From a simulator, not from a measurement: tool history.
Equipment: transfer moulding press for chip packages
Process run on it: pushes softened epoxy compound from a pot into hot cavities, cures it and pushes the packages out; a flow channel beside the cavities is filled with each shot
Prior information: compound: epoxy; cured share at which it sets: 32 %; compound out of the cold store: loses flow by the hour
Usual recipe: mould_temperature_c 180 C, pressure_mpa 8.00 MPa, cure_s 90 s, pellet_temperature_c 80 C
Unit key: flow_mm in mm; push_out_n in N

run   hour  mould_temperature_c  pressure_mpa  cure_s  pellet_temperature_c  incoming compound's hours out of the cold store  flow_mm  push_out_n
  1    0.0                  180          8.00      90                    80                                             43.7      880        1084
      17.6  -- cavities cleaned with cleaning compound and waxed
  2   32.6                  180          8.00      90                    85                                             17.2     1008         782
  3   79.0                  180          8.00      90                    85                                             26.8      956        1043
  4  119.0                  180          8.00      90                    85                                             36.5      904        1182
     124.3  -- cavities cleaned with cleaning compound and waxed
  5  147.6                  180          8.00      90                    80                                             44.5      866         757
  6  177.9                  180          8.00      90                    80                                             43.4      872         965
  7  212.0                  180          8.00      90                    80                                             25.1      953        1166
     232.4  -- cavities cleaned with cleaning compound and waxed
  8  261.0                  180          8.00      90                    77                                             44.1      850         830
  9  310.1                  180          9.27      90                    77                                             32.2      976        1131
     339.8  -- cavities cleaned with cleaning compound and waxed
 10  357.6                  180          9.27      90                    77                                             25.3     1005         795
 11  398.2                  180          9.27      90                    77                                             18.6     1038        1034
 12  425.4                  183          9.27      80                    71                                             18.1     1024        1276
     443.1  -- plunger's sealing rings changed
     448.6  -- cavities cleaned with cleaning compound and waxed
 13  475.1                  183          9.27      80                    71                                             26.4     1029         884
 14  528.5                  183          9.27      80                    71                                             41.8      932        1118
     559.0  -- cavities cleaned with cleaning compound and waxed
 15  588.5                  174          8.00      90                    82                                              8.4     1071        1528
 16  627.7                  184          8.00      90                    80                                             33.1      904         876
     641.2  -- mould's thermocouples calibrated
     667.5  -- cavities cleaned with cleaning compound and waxed
 17  690.8                  184          8.00      90                    80                                             15.8      979         660
 18  747.2                  179          8.21      90                    80                                             43.2      867        1070
     776.0  -- cavities cleaned with cleaning compound and waxed
 19  776.0                  179          7.78     124                    84                                             41.6      847         466
 20  817.6                  175          6.41     124                    77                                             21.1      869         764

Some steps in flow_mm, run to run, broken into two amounts with sign: the step expected even without the hidden condition (settings, incoming material, random variation), and the rest, left for the hidden condition together with whatever gauge scatter is not in both the measured and the hidden-condition-free result:
The hidden state here: true mould temperature over the reading, C; pressure that reaches the compound, % of what is set; grip of the stained cavities, % over clean ones'; drift of the gauge itself on flow_mm, %; drift of the gauge itself on push_out_n, %.
Run 12 -> 13: plunger's sealing rings changed, cavities cleaned with cleaning compound and waxed. flow_mm +5 mm: hidden state +45, all else -40.
Run 14 -> 15: mould_temperature_c 183 -> 174, pressure_mpa 9.27 -> 8.00, cure_s 80 -> 90, pellet_temperature_c 71 -> 82, cavities cleaned with cleaning compound and waxed. flow_mm +139 mm: hidden state -4, all else +143.
Run 15 -> 16: mould_temperature_c 174 -> 184, pellet_temperature_c 82 -> 80. flow_mm -167 mm: hidden state -4, all else -163.
Run 16 -> 17: mould's thermocouples calibrated, cavities cleaned with cleaning compound and waxed. flow_mm +75 mm: hidden state -12, all else +87.
